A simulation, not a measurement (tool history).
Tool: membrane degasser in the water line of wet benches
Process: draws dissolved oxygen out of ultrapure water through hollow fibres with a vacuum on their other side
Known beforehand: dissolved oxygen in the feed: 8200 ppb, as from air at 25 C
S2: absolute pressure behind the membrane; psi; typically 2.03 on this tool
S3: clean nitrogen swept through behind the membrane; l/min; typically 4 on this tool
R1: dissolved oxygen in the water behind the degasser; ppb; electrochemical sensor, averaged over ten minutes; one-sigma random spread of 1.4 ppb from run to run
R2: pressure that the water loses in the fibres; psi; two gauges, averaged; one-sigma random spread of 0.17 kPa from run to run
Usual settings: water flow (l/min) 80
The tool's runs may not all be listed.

Run 1, hour 0: usual settings. Result: R1 460.1 ppb, R2 3.912 psi.
Run 2, hour 302: usual settings. Result: R1 460.1 ppb, R2 3.902 psi.
Run 3, hour 486.1: usual settings. Result: R1 461.4 ppb, R2 3.893 psi.
Run 4, hour 778.7: usual settings. Result: R1 458.8 ppb, R2 3.886 psi.
Run 5, hour 1128: usual settings but S3 9.07 l/min. Result: R1 224.3 ppb, R2 3.944 psi.
Run 6, hour 1426.8: usual settings but S3 9.07 l/min. Result: R1 224.8 ppb, R2 3.9 psi.
Run 7, hour 1757.6: usual settings but water flow (l/min) 68. Result: R1 401.3 ppb, R2 3.358 psi.
Run 8, hour 1966.6: usual settings. Result: R1 462.6 ppb, R2 3.981 psi.
Run 9, hour 2332.9: usual settings. Result: R1 462 ppb, R2 3.967 psi.
Run 10, hour 2494.7: usual settings. Result: R1 462.4 ppb, R2 3.99 psi.
Run 11, hour 2776.7: usual settings. Result: R1 464.2 ppb, R2 4.047 psi.
Run 12, hour 3144.1: usual settings. Result: R1 463.9 ppb, R2 3.981 psi.
At hour 3356: vacuum gauge calibrated.
Run 13, hour 3452.7: usual settings. Result: R1 466.4 ppb, R2 4.022 psi.
Run 14, hour 3804: usual settings. Result: R1 463.7 ppb, R2 4.033 psi.
Run 15, hour 3962.2: usual settings but water flow (l/min) 48. Result: R1 296.1 ppb, R2 2.386 psi.
Run 16, hour 4234.7: usual settings but water flow (l/min) 48. Result: R1 297.5 ppb, R2 2.4 psi.
Run 17, hour 4532.4: usual settings but water flow (l/min) 48, S2 4.61 psi. Result: R1 744.4 ppb, R2 2.46 psi.
Run 18, hour 4800.6: usual settings but water flow (l/min) 56, S2 2.81 psi. Result: R1 499.3 ppb, R2 2.812 psi.
Run 19, hour 5155.1: usual settings but water flow (l/min) 58, S2 3.29 psi, S3 5.66 l/min. Result: R1 450.3 ppb, R2 2.954 psi.
Run 20, hour 5494.3: usual settings but water flow (l/min) 58, S2 3.29 psi, S3 5.66 l/min. Result: R1 453.2 ppb, R2 2.947 psi.
Run 21, hour 5727.6: usual settings but water flow (l/min) 83, S2 4.64 psi, S3 5.66 l/min. Result: R1 885.1 ppb, R2 4.234 psi.
Run 22, hour 5890.8: usual settings but water flow (l/min) 98, S2 1.74 psi, S3 11.66 l/min. Result: R1 189.3 ppb, R2 4.986 psi.
At hour 6183.7: seals of the vacuum lines changed.
Run 23, hour 6240.4: usual settings but water flow (l/min) 69, S2 1.44 psi. Result: R1 260 ppb, R2 3.524 psi.
Run 24, hour 6429.9: usual settings but water flow (l/min) 99, S2 1.44 psi, S3 4.98 l/min. Result: R1 309.1 ppb, R2 5.066 psi.
Run 25, hour 6632.4: usual settings but water flow (l/min) 51, S2 1.94 psi, S3 2.96 l/min. Result: R1 388.8 ppb, R2 2.608 psi.
At hour 6768.7: vacuum gauge calibrated.
Run 26, hour 6825.4: usual settings but water flow (l/min) 98, S2 4.28 psi. Result: R1 1228.3 ppb, R2 5.049 psi.
Run 27, hour 7193: usual settings but water flow (l/min) 98, S2 4.28 psi. Result: R1 1229.7 ppb, R2 5.073 psi.
Run 28, hour 7387: usual settings but water flow (l/min) 71, S3 3.93 l/min. Result: R1 420.4 ppb, R2 3.732 psi.
Run 29, hour 7614.3: usual settings but water flow (l/min) 126, S3 6.63 l/min. Result: R1 483.3 ppb, R2 6.524 psi.
Run 30, hour 7885.3: usual settings but water flow (l/min) 126, S3 6.63 l/min. Result: R1 486.3 ppb, R2 6.557 psi.

Hidden state or all else? Some run-to-run changes of R1, split into what the settings, what came in and random variation would give without the hidden state, and what is left for the hidden state (with any gauge scatter that isn't in both results):
Hidden state at play: membrane still open, %; true pressure behind the membrane over the reading, kPa; air that leaks in behind the membrane, l/min; drift of the gauge itself on oxygen_ppb, %; drift of the gauge itself on loss_of_pressure_kpa, %.
Run 21 -> 22: water flow (l/min) 83 -> 98, S2 4.64 -> 1.74, S3 5.66 -> 11.66. R1 -695.8 ppb: hidden state -0.8, all else -695.
Run 23 -> 24: water flow (l/min) 69 -> 99, S3 4 -> 4.98. R1 +49.1 ppb: hidden state +5.4, all else +43.7.
Run 24 -> 25: water flow (l/min) 99 -> 51, S2 1.44 -> 1.94, S3 4.98 -> 2.96. R1 +79.7 ppb: hidden state -5.7, all else +85.4.
Run 25 -> 26: water flow (l/min) 51 -> 98, S2 1.94 -> 4.28, S3 2.96 -> 4, vacuum gauge calibrated. R1 +839.5 ppb: hidden state -1.5, all else +841.
Run 27 -> 28: water flow (l/min) 98 -> 71, S2 4.28 -> 2.03, S3 4 -> 3.93. R1 -809.3 ppb: hidden state -3.2, all else -806.1.
Run 28 -> 29: water flow (l/min) 71 -> 126, S3 3.93 -> 6.63. R1 +62.9 ppb: hidden state +14.8, all else +48.1.
